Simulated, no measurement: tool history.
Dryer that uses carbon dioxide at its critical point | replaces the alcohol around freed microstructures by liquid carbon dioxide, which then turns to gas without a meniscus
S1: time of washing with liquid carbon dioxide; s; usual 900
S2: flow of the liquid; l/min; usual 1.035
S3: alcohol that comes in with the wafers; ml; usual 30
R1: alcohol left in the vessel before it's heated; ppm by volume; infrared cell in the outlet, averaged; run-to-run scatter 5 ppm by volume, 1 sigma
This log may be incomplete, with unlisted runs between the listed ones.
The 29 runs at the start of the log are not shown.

run     day    S1     S2   S3    R1
 30  11.904   660  0.710   35  1358
 31  12.454   540  0.950   30   923
 32  12.992   900  1.035   81   278
 33  13.308   840  1.035   28   174
 34  13.921   840  1.035   28   180
 35  14.292   840  1.035   28   191
 36  14.583   840  1.035   34   218
 37  15.071   840  1.035   34   217
 38  15.504   900  0.810  116  1231
 39  16.112   900  0.810  116  1246
 40  16.546   900  0.810  116  1260
 41  16.888   960  0.860   83   587
 42  17.396  1080  0.670   65   823
     17.483  -- inlet filter changed
 43  17.883   900  0.820   67   412
 44  18.421   900  0.820   67   428
 45  19.017   900  0.820   67   428
 46  19.292   900  0.930   30   157

Alternative continuations, all from the tool just after run 46; predict every row:
  A  19.821   720  0.930  25   ?
  B  19.821  1380  1.540  21   ?
  C  19.821   900  0.750  71   ?
  D  19.821   960  1.590  48   ?
  E  19.821   660  1.430  30   ?

run   R1
  A  288
  B   78
  C  665
  D   91
  E  126
What these runs would have given with no unlogged condition in the tool:
run   R1
  A  188
  B    1
  C  525
  D   14
  E   42
